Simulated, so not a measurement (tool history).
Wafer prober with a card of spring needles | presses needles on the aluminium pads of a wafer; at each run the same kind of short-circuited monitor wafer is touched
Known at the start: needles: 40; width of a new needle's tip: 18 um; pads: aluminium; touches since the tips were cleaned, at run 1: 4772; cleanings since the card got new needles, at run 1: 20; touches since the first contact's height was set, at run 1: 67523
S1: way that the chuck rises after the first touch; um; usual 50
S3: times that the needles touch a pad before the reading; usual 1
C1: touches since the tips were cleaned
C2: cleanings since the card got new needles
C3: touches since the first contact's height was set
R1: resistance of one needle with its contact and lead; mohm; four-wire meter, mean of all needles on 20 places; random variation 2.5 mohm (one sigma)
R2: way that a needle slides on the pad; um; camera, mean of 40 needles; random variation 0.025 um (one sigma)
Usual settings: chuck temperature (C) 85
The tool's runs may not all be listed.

Run 1, day 0: usual settings; C1 4772; C2 20; C3 67523. Result: R1 281 mohm, R2 10.56 um.
At day 0.567: tips cleaned on abrasive film.
Run 2, day 1.371: usual settings; C1 6156; C2 21; C3 77971. Result: R1 289 mohm, R2 10.6 um.
At day 1.833: tips cleaned on abrasive film.
Run 3, day 2.688: usual settings; C1 6528; C2 22; C3 88017. Result: R1 284 mohm, R2 10.54 um.
At day 3.075: tips cleaned on abrasive film.
Run 4, day 3.371: usual settings but S1 48 um; C1 2259; C2 23; C3 93209. Result: R1 286 mohm, R2 10.16 um.
At day 4.254: tips cleaned on abrasive film.
Run 5, day 4.554: usual settings but S1 48 um; C1 2293; C2 24; C3 102221. Result: R1 284 mohm, R2 10.14 um.
At day 5.433: tips cleaned on abrasive film.
Run 6, day 5.542: usual settings but S1 39 um; C1 812; C2 25; C3 109737. Result: R1 293 mohm, R2 8.25 um.
Run 7, day 6.171: usual settings but S1 39 um; C1 5622; C2 25; C3 114547. Result: R1 291 mohm, R2 8.23 um.
At day 6.617: tips cleaned on abrasive film.
Run 8, day 7.496: usual settings; C1 6700; C2 26; C3 124651. Result: R1 287 mohm, R2 10.54 um.
At day 7.871: tips cleaned on abrasive film.
Run 9, day 8.208: usual settings; C1 2575; C2 27; C3 130084. Result: R1 288 mohm, R2 10.57 um.
At day 9.112: tips cleaned on abrasive film.
Run 10, day 9.142: usual settings; C1 229; C2 28; C3 137187. Result: R1 286 mohm, R2 10.52 um.
At day 10.321: tips cleaned on abrasive film.
Run 11, day 10.462: usual settings; C1 1079; C2 29; C3 147259. Result: R1 284 mohm, R2 10.53 um.
At day 10.658: height of the first contact set anew.
At day 11.562: tips cleaned on abrasive film.
Run 12, day 11.917: usual settings but chuck temperature (C) 28; C1 2706; C2 30; C3 9599. Result: R1 270 mohm, R2 10.49 um.
Run 13, day 12.562: usual settings but chuck temperature (C) 28, S3 2; C1 7656; C2 30; C3 14549. Result: R1 270 mohm, R2 10.51 um.
At day 12.783: tips cleaned on abrasive film.
Run 14, day 13.512: usual settings but chuck temperature (C) 28, S3 2; C1 5587; C2 31; C3 21790. Result: R1 272 mohm, R2 10.56 um.
At day 14.025: tips cleaned on abrasive film.
Run 15, day 14.317: usual settings but S1 45 um, chuck temperature (C) 28, S3 2; C1 2246; C2 32; C3 27901. Result: R1 275 mohm, R2 9.43 um.
Run 16, day 14.962: usual settings but S1 45 um, chuck temperature (C) 28, S3 2; C1 7193; C2 32; C3 32848. Result: R1 273 mohm, R2 9.47 um.
At day 15.2: tips cleaned on abrasive film.
Run 17, day 15.675: usual settings; C1 3632; C2 33; C3 38262. Result: R1 284 mohm, R2 10.51 um.
At day 16.408: tips cleaned on abrasive film.
Run 18, day 16.408: usual settings but S1 52 um, chuck temperature (C) 42; C1 0; C2 34; C3 43837. Result: R1 270 mohm, R2 10.87 um.
Run 19, day 17.212: usual settings but S1 52 um, chuck temperature (C) 42; C1 6146; C2 34; C3 49983. Result: R1 272 mohm, R2 10.93 um.
At day 17.679: tips cleaned on abrasive film.
Run 20, day 18.288: usual settings but S3 3; C1 4659; C2 35; C3 58175. Result: R1 285 mohm, R2 10.5 um.
At day 18.925: tips cleaned on abrasive film.
Run 21, day 19.621: usual settings but S1 63 um, chuck temperature (C) 93; C1 5331; C2 36; C3 68350. Result: R1 285 mohm, R2 13.24 um.
At day 20.112: tips cleaned on abrasive film.
Run 22, day 20.3: usual settings but S1 59 um, chuck temperature (C) 64, S3 2; C1 1459; C2 37; C3 73515. Result: R1 276 mohm, R2 12.4 um.
Run 23, day 21.246: usual settings but chuck temperature (C) 28; C1 8669; C2 37; C3 80725. Result: R1 274 mohm, R2 10.5 um.
At day 21.312: tips cleaned on abrasive film.
Run 24, day 22.204: usual settings but S1 53 um, chuck temperature (C) 46; C1 6829; C2 38; C3 88041. Result: R1 274 mohm, R2 11.11 um.
At day 22.542: tips cleaned on abrasive film.
Run 25, day 23.042: usual settings but S1 62 um, chuck temperature (C) 81; C1 3823; C2 39; C3 94413. Result: R1 284 mohm, R2 13.02 um.
At day 23.767: tips cleaned on abrasive film.
Run 26, day 24.329: usual settings but S1 56 um, chuck temperature (C) 81, S3 3; C1 4281; C2 40; C3 104209. Result: R1 283 mohm, R2 11.69 um.
At day 25.025: tips cleaned on abrasive film.
Run 27, day 25.538: usual settings but S1 34 um, chuck temperature (C) 104, S3 3; C1 3913; C2 41; C3 113438. Result: R1 300 mohm, R2 7.08 um.
Run 28, day 26.146: usual settings but S1 65 um, S3 3; C1 8568; C2 41; C3 118093. Result: R1 279 mohm, R2 13.6 um.
At day 26.225: tips cleaned on abrasive film.
Run 29, day 27.229: usual settings but S1 64 um, chuck temperature (C) 42, S3 2; C1 7696; C2 42; C3 126352. Result: R1 268 mohm, R2 13.36 um.
At day 27.471: tips cleaned on abrasive film.
Run 30, day 27.883: usual settings but S1 43 um, chuck temperature (C) 28, S3 3; C1 3153; C2 43; C3 131326. Result: R1 270 mohm, R2 8.93 um.
At day 28.658: tips cleaned on abrasive film.
Run 31, day 29.325: usual settings but S1 32 um, chuck temperature (C) 62, S3 2; C1 5103; C2 44; C3 142313. Result: R1 295 mohm, R2 6.68 um.
At day 29.904: tips cleaned on abrasive film.
At day 30.142: height of the first contact set anew.
Run 32, day 30.775: usual settings but S1 64 um, S3 3; C1 6584; C2 45; C3 4845. Result: R1 278 mohm, R2 13.34 um.
At day 31.15: tips cleaned on abrasive film.
Run 33, day 31.383: usual settings but S1 64 um, chuck temperature (C) 30; C1 1778; C2 46; C3 9440. Result: R1 262 mohm, R2 13.35 um.

3 ways to go on from here, each from the tool as it stands after run 33. What would each give?
Run A, day 32.158: usual settings but S1 32 um, chuck temperature (C) 32; C1 7721; C2 46; C3 15383. Result: R1 ?, R2 ?.
Run B, day 32.158: usual settings but S1 58 um, chuck temperature (C) 31; C1 7721; C2 46; C3 15383. Result: R1 ?, R2 ?.
Run C, day 32.158: usual settings but S1 43 um, chuck temperature (C) 30; C1 7721; C2 46; C3 15383. Result: R1 ?, R2 ?.

run   R1    R2
  A  282  6.65
  B  265  12.1
  C  274  8.98
Without the tool's hidden state the same runs would have given:
run   R1     R2
  A  280   6.76
  B  264  12.28
  C  273   9.12
